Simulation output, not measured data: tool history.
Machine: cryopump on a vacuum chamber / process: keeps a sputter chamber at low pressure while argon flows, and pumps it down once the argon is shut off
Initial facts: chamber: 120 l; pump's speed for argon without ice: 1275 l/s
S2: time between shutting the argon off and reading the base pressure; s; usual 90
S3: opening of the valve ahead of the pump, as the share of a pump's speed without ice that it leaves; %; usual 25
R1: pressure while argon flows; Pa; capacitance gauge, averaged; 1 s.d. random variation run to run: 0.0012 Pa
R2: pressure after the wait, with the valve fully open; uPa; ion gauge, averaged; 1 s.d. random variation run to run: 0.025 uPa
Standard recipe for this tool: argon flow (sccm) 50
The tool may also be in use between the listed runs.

run 1 day=0.000 | argon_flow_(sccm)=50 S2=90 S3=25 | R1=0.2684 R2=1.74
run 2 day=0.592 | argon_flow_(sccm)=50 S2=90 S3=25 | R1=0.2667 R2=1.73
run 3 day=1.275 | argon_flow_(sccm)=50 S2=90 S3=25 | R1=0.2663 R2=1.69
run 4 day=2.346 | argon_flow_(sccm)=50 S2=90 S3=25 | R1=0.2653 R2=1.74
run 5 day=3.017 | argon_flow_(sccm)=50 S2=90 S3=25 | R1=0.2665 R2=1.73
run 6 day=3.604 | argon_flow_(sccm)=50 S2=261 S3=25 | R1=0.2668 R2=1.27
run 7 day=4.646 | argon_flow_(sccm)=50 S2=90 S3=25 | R1=0.2653 R2=1.78
run 8 day=5.733 | argon_flow_(sccm)=50 S2=90 S3=28 | R1=0.2397 R2=1.80
run 9 day=6.692 | argon_flow_(sccm)=50 S2=90 S3=28 | R1=0.2363 R2=1.75
run 10 day=7.771 | argon_flow_(sccm)=50 S2=90 S3=28 | R1=0.2382 R2=1.72
run 11 day=8.492 | argon_flow_(sccm)=50 S2=90 S3=25 | R1=0.2675 R2=1.84
run 12 day=9.375 | argon_flow_(sccm)=50 S2=90 S3=25 | R1=0.2684 R2=1.76
run 13 day=10.333 | argon_flow_(sccm)=50 S2=90 S3=25 | R1=0.2671 R2=1.82
run 14 day=11.446 | argon_flow_(sccm)=50 S2=90 S3=25 | R1=0.2673 R2=1.81
run 15 day=12.050 | argon_flow_(sccm)=50 S2=90 S3=25 | R1=0.2696 R2=1.83
run 16 day=12.854 | argon_flow_(sccm)=50 S2=90 S3=25 | R1=0.2676 R2=1.81
run 17 day=13.796 | argon_flow_(sccm)=50 S2=90 S3=45 | R1=0.1503 R2=1.88
run 18 day=14.754 | argon_flow_(sccm)=50 S2=90 S3=45 | R1=0.1510 R2=1.88
run 19 day=15.854 | argon_flow_(sccm)=32 S2=33 S3=15 | R1=0.2849 R2=3.21
run 20 day=16.904 | argon_flow_(sccm)=22 S2=90 S3=25 | R1=0.1181 R2=1.81
run 21 day=17.808 | argon_flow_(sccm)=37 S2=233 S3=28 | R1=0.1782 R2=1.39
run 22 day=18.358 | argon_flow_(sccm)=30 S2=83 S3=26 | R1=0.1558 R2=1.92
run 23 day=19.375 | argon_flow_(sccm)=99 S2=90 S3=58 | R1=0.2355 R2=1.82
run 24 day=20.329 | argon_flow_(sccm)=99 S2=82 S3=58 | R1=0.2342 R2=2.00
run 25 day=21.238 | argon_flow_(sccm)=73 S2=90 S3=25 | R1=0.3957 R2=1.85
run 26 day=22.088 | argon_flow_(sccm)=73 S2=90 S3=25 | R1=0.3954 R2=1.91
run 27 day=22.688 | argon_flow_(sccm)=45 S2=250 S3=16 | R1=0.3760 R2=1.42
run 28 day=23.558 | argon_flow_(sccm)=51 S2=43 S3=25 | R1=0.2740 R2=2.72
run 29 day=24.421 | argon_flow_(sccm)=58 S2=211 S3=31 | R1=0.2542 R2=1.52
run 30 day=25.562 | argon_flow_(sccm)=45 S2=42 S3=22 | R1=0.2768 R2=2.82
run 31 day=26.679 | argon_flow_(sccm)=45 S2=42 S3=22 | R1=0.2768 R2=2.80
run 32 day=27.429 | argon_flow_(sccm)=45 S2=38 S3=21 | R1=0.2884 R2=2.98
run 33 day=28.567 | argon_flow_(sccm)=88 S2=100 S3=24 | R1=0.4935 R2=1.89
run 34 day=29.246 | argon_flow_(sccm)=44 S2=136 S3=52 | R1=0.1177 R2=1.75

Below, each run's measurement less what the same run would have read without the hidden state. Both values contain the same run-to-run variation, but the gauge's scatter may not be the same in both:
Hidden state at play: pump's speed, % of a pump's without ice; cold plate's temperature, K; leak into the chamber, uPa l/s; drift of the gauge itself on working_pa, %; drift of the gauge itself on base_upa, %.
run=1 R1=+0.0006 R2=+0.72
run=2 R1=+0.0007 R2=+0.73
run=3 R1=+0.0008 R2=+0.71
run=4 R1=+0.0010 R2=+0.74
run=5 R1=+0.0011 R2=+0.75
run=6 R1=+0.0012 R2=+0.73
run=7 R1=+0.0015 R2=+0.76
run=8 R1=+0.0017 R2=+0.78
run=9 R1=+0.0019 R2=+0.77
run=10 R1=+0.0022 R2=+0.76
run=11 R1=+0.0022 R2=+0.81
run=12 R1=+0.0025 R2=+0.79
run=13 R1=+0.0026 R2=+0.80
run=14 R1=+0.0028 R2=+0.82
run=15 R1=+0.0030 R2=+0.82
run=16 R1=+0.0032 R2=+0.82
run=17 R1=+0.0033 R2=+0.85
run=18 R1=+0.0036 R2=+0.85
run=19 R1=+0.0024 R2=+0.86
run=20 R1=+0.0017 R2=+0.86
run=21 R1=+0.0031 R2=+0.86
run=22 R1=+0.0025 R2=+0.87
run=23 R1=+0.0089 R2=+0.86
run=24 R1=+0.0093 R2=+0.90
run=25 R1=+0.0072 R2=+0.87
run=26 R1=+0.0074 R2=+0.89
run=27 R1=+0.0047 R2=+0.92
run=28 R1=+0.0054 R2=+0.90
run=29 R1=+0.0064 R2=+0.92
run=30 R1=+0.0053 R2=+0.93
run=31 R1=+0.0055 R2=+0.94
run=32 R1=+0.0056 R2=+0.94
run=33 R1=+0.0114 R2=+0.96
run=34 R1=+0.0059 R2=+0.98
